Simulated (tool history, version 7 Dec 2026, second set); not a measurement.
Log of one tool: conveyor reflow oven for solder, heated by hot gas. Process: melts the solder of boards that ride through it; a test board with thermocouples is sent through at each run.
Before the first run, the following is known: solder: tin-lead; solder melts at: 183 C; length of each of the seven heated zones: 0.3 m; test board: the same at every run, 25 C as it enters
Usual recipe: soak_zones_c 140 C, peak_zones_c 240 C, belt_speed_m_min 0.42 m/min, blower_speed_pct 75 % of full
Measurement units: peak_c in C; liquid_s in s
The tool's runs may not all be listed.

| run | hour | soak_zones_c | peak_zones_c | belt_speed_m_min | blower_speed_pct | peak_c | liquid_s |
|---|---|---|---|---|---|---|---|
| 1 | 0 | 140 | 240 | 0.42 | 75 | 226.2 | 72.1 |
| 2 | 51.3 | 140 | 240 | 0.42 | 75 | 226 | 72.2 |
| 3 | 110 | 140 | 240 | 0.42 | 75 | 225.9 | 71.8 |
| 4 | 148 | 140 | 240 | 0.42 | 75 | 225.3 | 71.6 |
| 5 | 184.8 | 140 | 240 | 0.42 | 75 | 225.2 | 71.7 |
| 6 | 217.6 | 140 | 240 | 0.42 | 75 | 225.2 | 71.5 |
|  | 282.5 | flux residue cleaned out of gas plates and filters |
| 7 | 283.4 | 140 | 240 | 0.42 | 75 | 226.6 | 72.6 |
| 8 | 333.1 | 150 | 240 | 0.42 | 75 | 228.2 | 77.7 |
| 9 | 392.8 | 140 | 240 | 0.42 | 60 | 222.7 | 69.8 |
| 10 | 455.1 | 140 | 240 | 0.42 | 60 | 222.5 | 69.2 |
|  | 463.5 | belt drive overhauled, speed set with a stopwatch |
| 11 | 490.3 | 140 | 240 | 0.42 | 60 | 222.8 | 69.5 |
| 12 | 525.1 | 140 | 251 | 0.42 | 60 | 231.9 | 76.1 |
| 13 | 562.7 | 140 | 251 | 0.42 | 60 | 232.1 | 76.4 |
|  | 576.7 | flux residue cleaned out of gas plates and filters |
| 14 | 596.6 | 140 | 251 | 0.42 | 60 | 233.5 | 77.3 |
|  | 616.8 | belt drive overhauled, speed set with a stopwatch, once more |
| 15 | 643.1 | 140 | 240 | 0.42 | 75 | 226.7 | 72.4 |
| 16 | 677.5 | 140 | 240 | 0.42 | 75 | 226.3 | 72.3 |
| 17 | 727.8 | 140 | 240 | 0.42 | 75 | 226.2 | 72.5 |
| 18 | 780.5 | 140 | 240 | 0.42 | 75 | 226.3 | 72.3 |
| 19 | 822 | 146 | 254 | 0.37 | 69 | 242.4 | 94.9 |
|  | 845.7 | thermocouples of zones 6 and 7 changed |
| 20 | 853.2 | 146 | 254 | 0.37 | 69 | 239.8 | 93.6 |
|  | 870.8 | flux residue cleaned out of gas plates and filters |
| 21 | 921 | 146 | 254 | 0.37 | 69 | 241.3 | 93.8 |
| 22 | 981 | 146 | 254 | 0.37 | 69 | 241.2 | 94.6 |
| 23 | 1029.1 | 140 | 240 | 0.42 | 88 | 226.6 | 73.1 |
| 24 | 1078.9 | 140 | 233 | 0.44 | 75 | 216.5 | 61.6 |
| 25 | 1123.8 | 128 | 240 | 0.454 | 75 | 219.1 | 57.2 |
|  | 1157 | flux residue cleaned out of gas plates and filters |
| 26 | 1185 | 140 | 230 | 0.42 | 86 | 218.5 | 67.4 |
| 27 | 1218.1 | 140 | 230 | 0.42 | 86 | 218.5 | 67.2 |
| 28 | 1270.5 | 140 | 230 | 0.42 | 86 | 218.2 | 66.9 |
| 29 | 1323.6 | 140 | 254 | 0.42 | 84 | 239.6 | 80.7 |

Measured minus without-hidden-state, run by run (identical run-to-run variation in each term; gauge scatter may differ):
Hidden conditions of the tool in this case: heat that the gas passes to the board, % of a clean oven's; belt's true speed, % of the reading; true gas temperature in zones 6 and 7 over the reading, C; drift of the gauge itself on peak_c, C; drift of the gauge itself on liquid_s, %.
| run | peak_c | liquid_s |
|---|---|---|
| 1 | +1.4 | +0.9 |
| 2 | +1.1 | +0.7 |
| 3 | +0.9 | +0.6 |
| 4 | +0.7 | +0.5 |
| 5 | +0.4 | +0.3 |
| 6 | +0.3 | +0.3 |
| 7 | +1.9 | +1.5 |
| 8 | +1.7 | +1.3 |
| 9 | +1.4 | +1.4 |
| 10 | +1.2 | +1.2 |
| 11 | +1.1 | +1.3 |
| 12 | +0.9 | +1.4 |
| 13 | +0.7 | +1.3 |
| 14 | +2.3 | +2.3 |
| 15 | +1.7 | +1 |
| 16 | +1.5 | +0.9 |
| 17 | +1.3 | +0.8 |
| 18 | +1.1 | +0.7 |
| 19 | +1.2 | +1 |
| 20 | -1.4 | -0.3 |
| 21 | +0.1 | +0.4 |
| 22 | -0.1 | +0.4 |
| 23 | -0.5 | +0 |
| 24 | -0.7 | -0.5 |
| 25 | -1.3 | -0.9 |
| 26 | +0.6 | +1 |
| 27 | +0.5 | +0.9 |
| 28 | +0.3 | +0.7 |
| 29 | +0 | +0.8 |
